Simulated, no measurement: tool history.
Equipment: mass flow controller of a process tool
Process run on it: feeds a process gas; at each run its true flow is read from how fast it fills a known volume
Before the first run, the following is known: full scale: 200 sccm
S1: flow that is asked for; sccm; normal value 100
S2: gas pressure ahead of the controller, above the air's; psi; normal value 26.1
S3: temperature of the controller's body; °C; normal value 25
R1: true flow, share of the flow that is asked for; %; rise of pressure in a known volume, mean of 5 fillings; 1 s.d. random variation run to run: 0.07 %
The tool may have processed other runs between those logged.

Run 1, hour 0.0: usual settings. Result: R1 99.09 %.
Run 2, hour 80.5: usual settings. Result: R1 98.82 %.
Run 3, hour 130.9: usual settings. Result: R1 98.72 %.
Run 4, hour 200.7: usual settings. Result: R1 98.48 %.
Run 5, hour 272.8: usual settings. Result: R1 98.45 %.
Run 6, hour 330.5: usual settings but S1 31 sccm. Result: R1 97.62 %.
Run 7, hour 402.5: usual settings. Result: R1 98.25 %.
Run 8, hour 473.0: usual settings but S1 25 sccm. Result: R1 97.24 %.
Run 9, hour 542.8: usual settings but S1 56 sccm, S2 36.0 psi, S3 26 °C. Result: R1 97.05 %.
Run 10, hour 593.8: usual settings but S1 56 sccm, S2 36.0 psi, S3 26 °C. Result: R1 96.91 %.
Run 11, hour 696.3: usual settings but S1 43 sccm, S2 20.7 psi. Result: R1 97.22 %.
Run 12, hour 743.8: usual settings but S3 30 °C. Result: R1 97.21 %.
Run 13, hour 834.7: usual settings but S1 96 sccm, S2 27.1 psi, S3 22 °C. Result: R1 97.60 %.
Run 14, hour 881.3: usual settings but S1 29 sccm, S2 22.3 psi, S3 29 °C. Result: R1 96.39 %.
Run 15, hour 969.4: usual settings but S1 31 sccm, S2 30.2 psi. Result: R1 96.13 %.

Hidden state or all else? Some run-to-run changes of R1, split into what the settings, what came in and random variation would give without the hidden state, and what is left for the hidden state (with any gauge scatter that isn't in both results):
Hidden conditions of the tool in this case: flow at rest that the sensor doesn't see, % of full scale; true flow over the shown one, %; drift of the gauge itself on true_pct, %.
Run 10 -> 11: S1 56 -> 43, S2 36.0 -> 20.7, S3 26 -> 25. R1 +0.31 %: hidden state -0.21, all else +0.52.
Run 13 -> 14: S1 96 -> 29, S2 27.1 -> 22.3, S3 22 -> 29. R1 -1.21 %: hidden state -0.09, all else -1.12.
